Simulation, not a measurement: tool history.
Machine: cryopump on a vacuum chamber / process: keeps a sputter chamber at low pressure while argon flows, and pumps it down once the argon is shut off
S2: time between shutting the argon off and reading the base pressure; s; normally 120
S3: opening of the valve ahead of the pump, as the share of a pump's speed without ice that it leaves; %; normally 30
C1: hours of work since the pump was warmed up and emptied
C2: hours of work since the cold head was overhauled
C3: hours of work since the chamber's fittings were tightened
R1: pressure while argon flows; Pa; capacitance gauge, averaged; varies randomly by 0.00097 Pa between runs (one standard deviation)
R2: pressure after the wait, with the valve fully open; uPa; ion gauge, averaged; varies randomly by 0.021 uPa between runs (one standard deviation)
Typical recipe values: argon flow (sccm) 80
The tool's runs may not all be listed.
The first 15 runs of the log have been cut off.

{"run": 16, "day": 11.992, "argon flow (sccm)": 80, "S2": 62, "S3": 30, "C1": 192, "C2": 905, "C3": 35, "R1": 0.2141, "R2": 0.88}
{"run": 17, "day": 12.721, "argon flow (sccm)": 80, "S2": 171, "S3": 30, "C1": 203, "C2": 917, "C3": 47, "R1": 0.2144, "R2": 0.47}
{"run": 18, "day": 13.571, "argon flow (sccm)": 80, "S2": 192, "S3": 30, "C1": 217, "C2": 930, "C3": 61, "R1": 0.2152, "R2": 0.41}
{"run": 19, "day": 14.321, "argon flow (sccm)": 80, "S2": 192, "S3": 30, "C1": 229, "C2": 942, "C3": 73, "R1": 0.2156, "R2": 0.38}
{"run": 20, "day": 14.838, "argon flow (sccm)": 65, "S2": 105, "S3": 21, "C1": 237, "C2": 951, "C3": 81, "R1": 0.2454, "R2": 0.62}
{"run": 21, "day": 15.654, "argon flow (sccm)": 65, "S2": 105, "S3": 21, "C1": 251, "C2": 964, "C3": 94, "R1": 0.2472, "R2": 0.65}
{"run": 22, "day": 16.462, "argon flow (sccm)": 65, "S2": 105, "S3": 21, "C1": 264, "C2": 977, "C3": 107, "R1": 0.2485, "R2": 0.62}
{"run": 23, "day": 17.429, "argon flow (sccm)": 65, "S2": 105, "S3": 21, "C1": 279, "C2": 992, "C3": 123, "R1": 0.2464, "R2": 0.65}
{"run": 24, "day": 18.142, "argon flow (sccm)": 65, "S2": 105, "S3": 21, "C1": 291, "C2": 1004, "C3": 134, "R1": 0.2467, "R2": 0.64}
{"run": 25, "day": 18.896, "argon flow (sccm)": 145, "S2": 287, "S3": 23, "C1": 303, "C2": 1016, "C3": 146, "R1": 0.5064, "R2": 0.4}
{"run": 26, "day": 19.5, "argon flow (sccm)": 145, "S2": 287, "S3": 23, "C1": 313, "C2": 1026, "C3": 156, "R1": 0.5061, "R2": 0.4}
{"run": 27, "day": 20.033, "argon flow (sccm)": 46, "S2": 120, "S3": 18, "C1": 321, "C2": 1034, "C3": 165, "R1": 0.2058, "R2": 0.6}
{"run": 28, "day": 20.538, "argon flow (sccm)": 51, "S2": 120, "S3": 49, "C1": 329, "C2": 1042, "C3": 173, "R1": 0.0869, "R2": 0.59}
{"run": 29, "day": 21.038, "argon flow (sccm)": 92, "S2": 292, "S3": 22, "C1": 337, "C2": 1050, "C3": 181, "R1": 0.3384, "R2": 0.4}
{"run": 30, "day": 21.862, "argon flow (sccm)": 48, "S2": 81, "S3": 29, "C1": 351, "C2": 1064, "C3": 194, "R1": 0.1345, "R2": 0.79}
{"run": 31, "day": 22.946, "argon flow (sccm)": 47, "S2": 80, "S3": 56, "C1": 368, "C2": 1081, "C3": 212, "R1": 0.0713, "R2": 0.84}
{"run": 32, "day": 23.708, "argon flow (sccm)": 47, "S2": 80, "S3": 56, "C1": 380, "C2": 1093, "C3": 224, "R1": 0.0713, "R2": 0.82}
{"run": 33, "day": 24.608, "argon flow (sccm)": 47, "S2": 80, "S3": 56, "C1": 395, "C2": 1108, "C3": 238, "R1": 0.072, "R2": 0.83}
{"run": 34, "day": 25.471, "argon flow (sccm)": 102, "S2": 80, "S3": 49, "C1": 409, "C2": 1122, "C3": 252, "R1": 0.1753, "R2": 0.86}

Here are 4 independent what-if runs from the current tool condition. What would each one return?
{"run": "A", "day": 26.571, "argon flow (sccm)": 109, "S2": 80, "S3": 51, "C1": 426, "C2": 1139, "C3": 270, "R1": "?", "R2": "?"}
{"run": "B", "day": 26.571, "argon flow (sccm)": 112, "S2": 65, "S3": 34, "C1": 426, "C2": 1139, "C3": 270, "R1": "?", "R2": "?"}
{"run": "C", "day": 26.571, "argon flow (sccm)": 80, "S2": 22, "S3": 30, "C1": 426, "C2": 1139, "C3": 270, "R1": "?", "R2": "?"}
{"run": "D", "day": 26.571, "argon flow (sccm)": 80, "S2": 120, "S3": 19, "C1": 426, "C2": 1139, "C3": 270, "R1": "?", "R2": "?"}

run=A R1=0.1809 R2=0.87
run=B R1=0.2731 R2=0.99
run=C R1=0.2194 R2=2.25
run=D R1=0.3406 R2=0.67
Without the tool's unlogged condition, the same runs would have read:
run=A R1=0.1667 R2=0.71
run=B R1=0.2585 R2=0.83
run=C R1=0.2089 R2=2.09
run=D R1=0.3301 R2=0.51
